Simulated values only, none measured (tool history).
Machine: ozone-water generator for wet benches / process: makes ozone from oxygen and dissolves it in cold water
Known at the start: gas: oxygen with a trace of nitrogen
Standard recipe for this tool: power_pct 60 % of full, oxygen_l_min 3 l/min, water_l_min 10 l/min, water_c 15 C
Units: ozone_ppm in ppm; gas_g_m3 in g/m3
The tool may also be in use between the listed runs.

Run 1, hour 0: usual settings. Result: ozone_ppm 24 ppm, gas_g_m3 237.3 g/m3.
Run 2, hour 45.6: usual settings but oxygen_l_min 2.08 l/min. Result: ozone_ppm 22.3 ppm, gas_g_m3 269.2 g/m3.
Run 3, hour 96.5: usual settings but oxygen_l_min 2.08 l/min, water_l_min 12 l/min. Result: ozone_ppm 18 ppm, gas_g_m3 268.7 g/m3.
Run 4, hour 129.3: usual settings but water_l_min 11 l/min. Result: ozone_ppm 21.7 ppm, gas_g_m3 237.1 g/m3.
Run 5, hour 167.8: usual settings but water_l_min 11 l/min. Result: ozone_ppm 22 ppm, gas_g_m3 239.5 g/m3.
Run 6, hour 223.5: usual settings but water_l_min 11 l/min. Result: ozone_ppm 22 ppm, gas_g_m3 235.7 g/m3.
Run 7, hour 258: usual settings but water_l_min 11 l/min. Result: ozone_ppm 21.9 ppm, gas_g_m3 239.2 g/m3.
Run 8, hour 284.7: usual settings but power_pct 55 % of full, water_l_min 11 l/min. Result: ozone_ppm 20.6 ppm, gas_g_m3 220.9 g/m3.
Run 9, hour 332.9: usual settings. Result: ozone_ppm 24.4 ppm, gas_g_m3 239.4 g/m3.
Run 10, hour 390.9: usual settings but power_pct 62 % of full. Result: ozone_ppm 25.1 ppm, gas_g_m3 243.3 g/m3.
Run 11, hour 427.2: usual settings but power_pct 62 % of full. Result: ozone_ppm 24.7 ppm, gas_g_m3 244.8 g/m3.
Run 12, hour 454.3: usual settings but power_pct 62 % of full. Result: ozone_ppm 24.9 ppm, gas_g_m3 244.9 g/m3.
Run 13, hour 501: usual settings. Result: ozone_ppm 24.1 ppm, gas_g_m3 238.3 g/m3.
Run 14, hour 550.7: usual settings. Result: ozone_ppm 24.2 ppm, gas_g_m3 239.6 g/m3.
Run 15, hour 611.7: usual settings but power_pct 69 % of full, water_l_min 15 l/min. Result: ozone_ppm 17.6 ppm, gas_g_m3 268.4 g/m3.
Run 16, hour 641.5: usual settings but power_pct 98 % of full, water_l_min 8 l/min, water_c 22 C. Result: ozone_ppm 39.9 ppm, gas_g_m3 359.3 g/m3.
Run 17, hour 684.1: usual settings but power_pct 74 % of full. Result: ozone_ppm 28.9 ppm, gas_g_m3 287.1 g/m3.
Run 18, hour 736.2: usual settings but power_pct 74 % of full, water_l_min 13 l/min, water_c 20 C. Result: ozone_ppm 20.4 ppm, gas_g_m3 287.6 g/m3.
Run 19, hour 769.1: usual settings but power_pct 74 % of full, water_l_min 13 l/min, water_c 20 C. Result: ozone_ppm 20.7 ppm, gas_g_m3 287.6 g/m3.
Run 20, hour 805.2: usual settings but power_pct 96 % of full. Result: ozone_ppm 35.5 ppm, gas_g_m3 355.9 g/m3.
Run 21, hour 846.7: usual settings but power_pct 96 % of full. Result: ozone_ppm 36.2 ppm, gas_g_m3 353.8 g/m3.
Run 22, hour 887.6: usual settings but power_pct 96 % of full. Result: ozone_ppm 35.6 ppm, gas_g_m3 356.3 g/m3.
Run 23, hour 927.9: usual settings but power_pct 96 % of full. Result: ozone_ppm 35.7 ppm, gas_g_m3 356.6 g/m3.
Run 24, hour 966: usual settings but power_pct 53 % of full, oxygen_l_min 4.31 l/min, water_l_min 9 l/min, water_c 10 C. Result: ozone_ppm 28 ppm, gas_g_m3 192.3 g/m3.
Run 25, hour 1026.2: usual settings but oxygen_l_min 2.65 l/min, water_l_min 6 l/min. Result: ozone_ppm 36.9 ppm, gas_g_m3 251.7 g/m3.
Run 26, hour 1068.3: usual settings but power_pct 45 % of full, water_l_min 7 l/min. Result: ozone_ppm 26.6 ppm, gas_g_m3 190.2 g/m3.
Run 27, hour 1125.9: usual settings but power_pct 45 % of full, water_l_min 7 l/min. Result: ozone_ppm 26.4 ppm, gas_g_m3 191.6 g/m3.

Here are 4 independent what-if runs from the current tool condition. What would each one return?
Run A, hour 1164.2: usual settings but power_pct 83 % of full, water_l_min 9 l/min, water_c 12 C. Result: ozone_ppm ?, gas_g_m3 ?.
Run B, hour 1164.2: usual settings but power_pct 65 % of full, oxygen_l_min 2.88 l/min. Result: ozone_ppm ?, gas_g_m3 ?.
Run C, hour 1164.2: usual settings but water_l_min 15 l/min. Result: ozone_ppm ?, gas_g_m3 ?.
Run D, hour 1164.2: usual settings but power_pct 96 % of full, water_l_min 7 l/min, water_c 18 C. Result: ozone_ppm ?, gas_g_m3 ?.

run  ozone_ppm  gas_g_m3
  A       36.8     317.7
  B       25.6     263.2
  C       15.6     241.2
  D       46.9     358.3
Had the tool no hidden state, the same runs would have come out as:
run  ozone_ppm  gas_g_m3
  A       36.9     310.9
  B       25.6     257.5
  C       15.6       236
  D         47     350.7
